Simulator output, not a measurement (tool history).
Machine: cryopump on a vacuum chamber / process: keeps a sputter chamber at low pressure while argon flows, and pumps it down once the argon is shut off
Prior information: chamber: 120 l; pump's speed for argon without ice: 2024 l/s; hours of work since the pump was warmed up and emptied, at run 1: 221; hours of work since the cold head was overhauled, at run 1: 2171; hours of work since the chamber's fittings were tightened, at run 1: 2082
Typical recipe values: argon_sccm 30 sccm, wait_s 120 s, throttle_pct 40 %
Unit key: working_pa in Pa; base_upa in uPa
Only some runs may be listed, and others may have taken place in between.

run	hour	argon_sccm	wait_s	throttle_pct	hours of work since the pump was warmed up and emptied	hours of work since the cold head was overhauled	hours of work since the chamber's fittings were tightened	working_pa	base_upa
1	0.0	30	120	40	221	2171	2082	0.0651	1.83
2	119.6	30	120	40	283	2234	2145	0.0668	1.95
3	233.5	30	120	40	343	2294	2204	0.0656	2.04
4	335.3	30	120	40	397	2347	2258	0.0666	2.10
5	434.8	30	120	40	449	2399	2310	0.0677	2.11
6	495.7	30	120	23	481	2431	2342	0.1135	2.21
7	577.8	30	120	23	524	2475	2385	0.1141	2.24
8	642.8	30	130	40	558	2509	2420	0.0683	2.30
9	730.6	30	130	40	604	2555	2466	0.0692	2.46
10	849.7	30	130	40	667	2617	2528	0.0696	2.56
11	907.0	30	130	40	697	2648	2558	0.0698	2.49
12	1022.7	30	48	40	758	2708	2619	0.0701	2.82
# hour 1082.7: leaking fittings of the chamber tightened, without venting
13	1143.8	22	48	26	820	2771	32	0.0767	0.59
14	1193.3	42	129	16	846	2797	58	0.2299	0.41
15	1292.5	41	35	19	899	2849	110	0.1936	0.78
# hour 1368.3: pump warmed up, emptied and cooled again
16	1393.0	28	177	17	13	2899	160	0.1376	0.39
17	1465.6	13	41	56	51	2937	199	0.0194	0.74
18	1522.7	17	182	40	81	2967	229	0.0369	0.39
19	1581.5	38	79	60	112	2998	259	0.0544	0.57

What if the next run were any one of these 5? Each begins from the tool's condition after run 19:
A	1675.7	43	40	19	162	3048	309	?	?
B	1675.7	49	120	43	162	3048	309	?	?
C	1675.7	15	80	24	162	3048	309	?	?
D	1675.7	26	120	19	162	3048	309	?	?
E	1675.7	38	79	18	162	3048	309	?	?

run	working_pa	base_upa
A	0.1911	0.82
B	0.0987	0.53
C	0.0522	0.60
D	0.1159	0.58
E	0.1776	0.62
Take away the tool's hidden state, keep each run's random variation, and the runs would have read:
run	working_pa	base_upa
A	0.1884	0.55
B	0.0957	0.27
C	0.0513	0.34
D	0.1143	0.32
E	0.1753	0.36

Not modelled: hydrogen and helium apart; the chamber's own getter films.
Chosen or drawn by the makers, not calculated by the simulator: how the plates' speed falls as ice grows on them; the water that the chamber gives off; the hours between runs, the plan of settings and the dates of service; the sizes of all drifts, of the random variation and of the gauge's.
